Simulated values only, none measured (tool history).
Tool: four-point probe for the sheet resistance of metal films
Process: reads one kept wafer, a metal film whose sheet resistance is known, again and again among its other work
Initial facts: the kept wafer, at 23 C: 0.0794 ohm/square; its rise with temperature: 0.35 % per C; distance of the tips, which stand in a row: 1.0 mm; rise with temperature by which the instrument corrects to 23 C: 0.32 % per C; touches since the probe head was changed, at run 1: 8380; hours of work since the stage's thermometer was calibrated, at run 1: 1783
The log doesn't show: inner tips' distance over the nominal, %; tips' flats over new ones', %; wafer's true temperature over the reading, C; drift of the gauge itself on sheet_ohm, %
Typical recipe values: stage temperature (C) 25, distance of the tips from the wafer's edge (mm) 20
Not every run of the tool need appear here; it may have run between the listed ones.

run	hour	stage temperature (C)	distance of the tips from the wafer's edge (mm)	touches since the probe head was changed	hours of work since the stage's thermometer was calibrated	sheet resistance as the instrument gives it (ohm/square)
1	0.0	25	20	8380	1783	0.079511
2	13.8	25	20	8575	1789	0.079508
3	20.2	25	20	8665	1792	0.079504
4	29.7	25	20	8801	1796	0.079535
5	37.7	25	20	8914	1799	0.079517
6	51.3	25	20	9106	1805	0.079501
7	63.5	25	20	9278	1810	0.079499
8	70.3	25	20	9374	1813	0.079534
9	82.0	25	20	9539	1818	0.079507
10	96.2	21	20	9741	1825	0.079417
11	106.7	25	29	9890	1829	0.079457
12	120.4	25	29	10083	1835	0.079466
# hour 122.2: stage's thermometer calibrated
13	132.3	23	21	10244	4	0.079321
14	143.4	27	17	10401	9	0.079480
15	150.5	33	11	10501	12	0.079891
# hour 165.1: stage's thermometer calibrated, once more
16	166.0	32	4	10714	0	0.082403
17	177.3	25	50	10874	5	0.079643
18	186.5	28	5	11004	9	0.081417
19	197.8	22	5	11163	14	0.081185
20	205.6	26	20	11275	18	0.079732
21	212.2	21	14	11367	20	0.079717

Alternative continuations, all from the tool just after run 21; predict every row:
A	226.8	24	71	11574	27	?
B	226.8	21	65	11574	27	?
C	226.8	21	9	11574	27	?
D	226.8	18	70	11574	27	?

run	sheet resistance as the instrument gives it (ohm/square)
A	0.079601
B	0.079513
C	0.080022
D	0.079423
The same runs, with their run-to-run variation unchanged, on a tool lacking any hidden condition would have given:
run	sheet resistance as the instrument gives it (ohm/square)
A	0.079451
B	0.079362
C	0.079870
D	0.079273

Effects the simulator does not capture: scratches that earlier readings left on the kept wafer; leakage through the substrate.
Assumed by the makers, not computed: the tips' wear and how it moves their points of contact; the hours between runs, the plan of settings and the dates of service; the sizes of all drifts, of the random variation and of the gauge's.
